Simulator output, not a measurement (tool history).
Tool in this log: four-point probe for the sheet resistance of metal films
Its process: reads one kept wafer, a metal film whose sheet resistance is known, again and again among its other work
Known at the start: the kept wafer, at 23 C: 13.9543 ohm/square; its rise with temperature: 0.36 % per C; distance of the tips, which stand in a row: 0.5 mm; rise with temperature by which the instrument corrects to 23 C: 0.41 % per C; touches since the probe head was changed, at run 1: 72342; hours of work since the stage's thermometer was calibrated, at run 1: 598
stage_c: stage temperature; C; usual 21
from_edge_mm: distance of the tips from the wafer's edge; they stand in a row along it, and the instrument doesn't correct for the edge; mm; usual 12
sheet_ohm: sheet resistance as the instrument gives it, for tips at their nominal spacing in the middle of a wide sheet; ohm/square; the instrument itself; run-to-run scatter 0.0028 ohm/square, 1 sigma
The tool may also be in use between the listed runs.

run    hour  stage_c  from_edge_mm  touches since the probe head was changed  hours of work since the stage's thermometer was calibrated  sheet_ohm
  1     0.0       21            12                                     72342                                                         598  13.860647
  2    40.3       21            12                                     73667                                                         618  13.856466
  3    89.0       29            12                                     75266                                                         642  13.789045
  4   145.0       29            12                                     77106                                                         669  13.791569
  5   200.6       29            12                                     78935                                                         697  13.786444
  6   253.7       29            12                                     80680                                                         723  13.786663
  7   302.4       29            36                                     82278                                                         748  13.774690
  8   339.6       29            36                                     83501                                                         766  13.773101
  9   371.6       29            43                                     84553                                                         782  13.770394
 10   401.5       25            43                                     85535                                                         797  13.798024
 11   433.6       25            43                                     86591                                                         813  13.794529
 12   493.7       25            43                                     88564                                                         842  13.794490
      497.4  -- stage's thermometer calibrated
 13   551.1       25            43                                     90436                                                          27  13.806143
 14   610.7       25            43                                     92393                                                          56  13.802748
 15   663.7       25            43                                     94134                                                          82  13.806245
 16   713.8       25            43                                     95779                                                         107  13.801072
 17   764.4       25            43                                     97442                                                         132  13.793218
 18   817.3       25            43                                     99181                                                         159  13.791694
      840.9  -- stage's thermometer calibrated, once more
 19   876.9       25            43                                    101122                                                          18  13.761175
 20   916.0       25            43                                    102407                                                          37  13.760540
 21   970.4       25            43                                    104196                                                          64  13.756749
 22  1016.4       19            39                                    105706                                                          87  13.800638
     1021.1  -- new probe head fitted
 23  1044.2       25            13                                       759                                                         100  13.922103
 24  1097.9       26             7                                      2522                                                         127  13.941492
 25  1154.5       34            35                                      4384                                                         155  13.845297
 26  1206.0       34            35                                      6074                                                         181  13.840137
 27  1264.1       22            74                                      7984                                                         209  13.929530
 28  1305.4       21            57                                      9342                                                         230  13.930217
 29  1338.2       19             4                                     10420                                                         246  14.061164
 30  1395.0       19             4                                     12285                                                         274  14.056021
 31  1454.4       19             4                                     14236                                                         304  14.057448
 32  1492.6       28            61                                     15492                                                         323  13.877662
 33  1551.8       28            38                                     17437                                                         352  13.869476
 34  1610.8       28            38                                     19375                                                         381  13.868029
 35  1650.5       28            38                                     20680                                                         401  13.864746
 36  1683.7       28             4                                     21772                                                         418  13.978648
 37  1741.7       28             4                                     23678                                                         446  13.980409
 38  1797.7       19            10                                     25517                                                         474  13.946427

Same runs, no hidden state in the tool, same run-to-run variation:
Hidden state present: inner tips' distance over the nominal, %; tips' flats over new ones', %; wafer's true temperature over the reading, C; drift of the gauge itself on sheet_ohm, %.
run  sheet_ohm
  1  13.987901
  2  13.985080
  3  13.919284
  4  13.923953
  5  13.920936
  6  13.922965
  7  13.912821
  8  13.912705
  9  13.911221
 10  13.939975
 11  13.937623
 12  13.939906
 13  13.944053
 14  13.942452
 15  13.947958
 16  13.944685
 17  13.938668
 18  13.939172
 19  13.939638
 20  13.940704
 21  13.938765
 22  13.985058
 23  13.951888
 24  13.973592
 25  13.879534
 26  13.876377
 27  13.967918
 28  13.970101
 29  14.102539
 30  14.099598
 31  14.103264
 32  13.924678
 33  13.918688
 34  13.919577
 35  13.917741
 36  14.033396
 37  14.037465
 38  14.005299

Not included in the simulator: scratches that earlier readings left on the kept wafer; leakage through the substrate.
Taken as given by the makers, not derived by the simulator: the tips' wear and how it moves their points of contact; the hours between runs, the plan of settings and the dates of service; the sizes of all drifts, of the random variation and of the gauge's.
